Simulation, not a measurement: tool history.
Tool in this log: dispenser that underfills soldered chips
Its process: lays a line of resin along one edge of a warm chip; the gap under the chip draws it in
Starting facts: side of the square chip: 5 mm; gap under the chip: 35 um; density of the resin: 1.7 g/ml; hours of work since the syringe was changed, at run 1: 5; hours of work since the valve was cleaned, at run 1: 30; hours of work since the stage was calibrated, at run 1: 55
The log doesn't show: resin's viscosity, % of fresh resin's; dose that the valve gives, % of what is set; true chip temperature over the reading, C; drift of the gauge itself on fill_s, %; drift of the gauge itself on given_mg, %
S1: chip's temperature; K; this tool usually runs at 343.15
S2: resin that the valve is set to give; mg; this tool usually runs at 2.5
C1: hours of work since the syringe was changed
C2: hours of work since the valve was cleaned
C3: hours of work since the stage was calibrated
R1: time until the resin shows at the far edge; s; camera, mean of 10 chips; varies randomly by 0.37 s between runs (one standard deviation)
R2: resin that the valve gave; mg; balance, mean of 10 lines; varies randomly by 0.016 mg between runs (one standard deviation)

run	day	S1	S2	C1	C2	C3	R1	R2
1	0	343.15	2.5	5	30	55	26.6	2.47
# day 0.333: new syringe of resin
2	0.338	343.15	2.5	0	35	60	22	2.43
3	0.612	343.15	2.48	4	39	65	25.9	2.43
# day 0.979: new syringe of resin
4	1.229	352.15	2.5	4	49	75	16.7	2.41
5	1.546	352.15	2.5	9	54	80	19.7	2.4
# day 1.65: new syringe of resin
6	2.083	352.15	2.5	7	62	88	20	2.37
# day 2.275: new syringe of resin
7	2.617	352.15	2.5	5	71	96	17.3	2.38
# day 2.904: new syringe of resin
8	3.154	343.15	2.44	4	79	105	25	2.29
# day 3.467: dispensing valve cleaned and set on the balance
9	3.533	343.15	2.44	9	1	110	29.9	2.43
# day 3.588: new syringe of resin
10	3.95	343.15	2.44	6	8	117	26.2	2.43
# day 4.229: new syringe of resin
11	4.496	343.15	2.44	4	16	125	25.5	2.41
# day 4.862: new syringe of resin
12	5.038	343.15	2.5	3	25	134	24.1	2.47
13	5.346	343.15	2.43	8	30	139	27.4	2.36
# day 5.5: new syringe of resin
14	5.746	343.15	2.43	4	36	145	23.5	2.38
# day 6.129: new syringe of resin
15	6.262	343.15	2.5	2	44	153	23.2	2.43
16	6.692	343.15	2.5	9	51	160	28.9	2.41
# day 6.783: new syringe of resin
17	7.333	343.15	2.5	9	61	170	28.7	2.39
# day 7.429: new syringe of resin
18	7.854	340.15	2.23	7	69	178	31	2.14
# day 8.054: new syringe of resin
19	8.321	329.15	2.1	4	76	185	45.4	1.99
20	8.617	329.15	2.1	9	81	190	53	1.98
# day 8.704: new syringe of resin
# day 8.842: dispensing valve cleaned and set on the balance
21	9.025	330.15	3.14	4	3	196	42.4	3.13
22	9.325	330.15	3.14	9	8	200	48.3	3.14
# day 9.396: new syringe of resin
23	9.704	340.15	2.57	5	14	206	27.3	2.54
# day 10.038: new syringe of resin
24	10.162	344.15	2.57	2	21	213	20.7	2.49
# day 10.688: new syringe of resin
25	10.792	340.15	2.77	2	31	223	24.7	2.7
# day 11.312: new syringe of resin
26	11.379	341.15	2.79	1	40	233	23.1	2.72
27	11.817	341.15	2.79	8	47	240	29.1	2.69
# day 11.946: new syringe of resin
28	12.454	341.15	2.79	8	57	250	29.4	2.66
# day 12.604: new syringe of resin
29	12.967	328.15	2.57	6	65	258	46.7	2.45
# day 13.258: new syringe of resin
30	13.529	328.15	2.57	4	74	266	44.8	2.44
# day 13.908: new syringe of resin
31	14.025	339.15	2.77	2	81	274	25.6	2.63
# day 14.225: dispensing valve cleaned and set on the balance
# day 14.604: new syringe of resin
32	14.692	343.15	2.23	1	7	284	21.6	2.26
33	14.975	342.15	2.23	6	12	288	25.9	2.22
# day 15.258: new syringe of resin
34	15.367	344.15	2.36	2	18	295	19.5	2.32

What if the next run were any one of these 3? Each begins from the tool's condition after run 34:
A	15.671	342.15	2.79	7	23	299	?	?
B	15.671	336.15	2.61	7	23	299	?	?
C	15.671	346.15	2.14	7	23	299	?	?

run	R1	R2
A	26	2.74
B	32.8	2.55
C	23.1	2.11
What these runs would have given with no unlogged condition in the tool:
run	R1	R2
A	22.8	2.78
B	28.8	2.6
C	20.2	2.15
